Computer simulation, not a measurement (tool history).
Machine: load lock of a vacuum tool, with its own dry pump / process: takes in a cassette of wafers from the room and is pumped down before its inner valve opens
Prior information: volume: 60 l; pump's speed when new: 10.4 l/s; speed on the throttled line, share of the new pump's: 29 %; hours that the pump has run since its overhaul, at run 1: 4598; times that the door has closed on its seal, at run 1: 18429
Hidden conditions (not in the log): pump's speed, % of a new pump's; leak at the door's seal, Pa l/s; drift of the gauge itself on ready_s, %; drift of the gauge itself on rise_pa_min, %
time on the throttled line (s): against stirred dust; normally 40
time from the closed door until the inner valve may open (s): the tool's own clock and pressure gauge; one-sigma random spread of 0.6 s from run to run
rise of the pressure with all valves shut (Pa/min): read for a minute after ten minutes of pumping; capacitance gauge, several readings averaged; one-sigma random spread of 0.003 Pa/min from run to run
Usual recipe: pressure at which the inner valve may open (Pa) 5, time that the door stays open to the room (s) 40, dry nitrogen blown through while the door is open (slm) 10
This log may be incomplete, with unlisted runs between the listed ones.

run,hour,time on the throttled line (s),pressure at which the inner valve may open (Pa),time that the door stays open to the room (s),dry nitrogen blown through while the door is open (slm),hours that the pump has run since its overhaul,times that the door has closed on its seal,"incoming humidity of the room's air, %",time from the closed door until the inner valve may open (s),rise of the pressure with all valves shut (Pa/min)
1,0,40,5,40,10,4598,18429,44.2,88.3,0.209
2,130.1,40,5,40,10,4729,18917,45.8,88.3,0.226
3,308.2,40,5,40,10,4907,19585,45.2,88.3,0.237
4,468.3,40,5,40,10,5067,20186,44.2,87.4,0.236
5,604.7,40,5,148,10,5203,20698,46.2,88.4,0.273
6,689.8,40,5,40,10,5288,21017,46.4,87,0.254
7,832,40,5,32,10,5430,21551,42.9,88.2,0.26
# hour 912.2: door's seal changed, seat wiped
8,918.5,40,5,32,10,5515,23,49,88.4,0.043
9,1028,32,5,40,10,5625,434,44,82.7,0.044
10,1207.3,32,5,40,10,5804,1107,45.5,81.5,0.041
11,1361.2,40,5,40,10,5958,1684,45,88.7,0.051
12,1464.4,40,5,40,10,6061,2072,46.7,89.5,0.053
13,1573.2,40,5,40,10,6170,2480,43.5,88.8,0.048
14,1648.8,40,5,40,10,6246,2764,44.8,88.3,0.049
15,1732.1,29,5,40,10,6329,3076,47.6,81.3,0.061
16,1909.3,40,5,40,10,6506,3741,48,88.8,0.06
17,2094.7,21,5,223,12,6692,4437,41.8,75.8,0.084
18,2174.6,54,4,41,8,6772,4737,45.1,99.8,0.066
19,2284.6,69,10,40,10,6882,5149,45.1,105.6,0.068
20,2457.1,21,8,51,18,7054,5797,47.5,73.2,0.065
21,2629.8,21,8,51,18,7227,6445,44.8,72.3,0.071
22,2791.7,68,5,31,16,7389,7052,43.7,107.5,0.071
23,2920.7,68,5,31,16,7518,7536,50,108.3,0.08
24,3068.6,68,5,31,16,7665,8091,46.4,108.2,0.077
25,3156.4,79,7,47,6,7753,8420,44.2,115,0.096
26,3267.9,79,7,47,6,7865,8839,46.9,113.7,0.095
27,3411.5,40,5,40,5,8008,9377,44.5,89.4,0.101
28,3522.1,26,5,97,5,8119,9793,43.5,79.8,0.123
29,3656.5,40,5,47,43,8253,10297,44.8,90.5,0.092
30,3736.8,40,5,231,10,8334,10598,48.8,89.6,0.143
31,3870.7,40,4,227,24,8468,11101,48.4,91.6,0.131
32,3964.5,41,7,78,12,8561,11452,47.6,88,0.131

A few steps of time from the closed door until the inner valve may open (s) between consecutive runs. Split each: what settings, incoming material and random variation would produce without the hidden state, and what is left over for the hidden state, along with gauge scatter present in only one of the two compared results (measured, and without hidden state):
Run 19 -> 20: time on the throttled line (s) 69 -> 21, pressure at which the inner valve may open (Pa) 10 -> 8, time that the door stays open to the room (s) 40 -> 51, dry nitrogen blown through while the door is open (slm) 10 -> 18. time from the closed door until the inner valve may open (s) -32.4: hidden state +1, all else -33.4.
Run 21 -> 22: time on the throttled line (s) 21 -> 68, pressure at which the inner valve may open (Pa) 8 -> 5, time that the door stays open to the room (s) 51 -> 31, dry nitrogen blown through while the door is open (slm) 18 -> 16. time from the closed door until the inner valve may open (s) +35.2: hidden state -0.7, all else +35.9.
Run 26 -> 27: time on the throttled line (s) 79 -> 40, pressure at which the inner valve may open (Pa) 7 -> 5, time that the door stays open to the room (s) 47 -> 40, dry nitrogen blown through while the door is open (slm) 6 -> 5. time from the closed door until the inner valve may open (s) -24.3: hidden state +1.1, all else -25.4.

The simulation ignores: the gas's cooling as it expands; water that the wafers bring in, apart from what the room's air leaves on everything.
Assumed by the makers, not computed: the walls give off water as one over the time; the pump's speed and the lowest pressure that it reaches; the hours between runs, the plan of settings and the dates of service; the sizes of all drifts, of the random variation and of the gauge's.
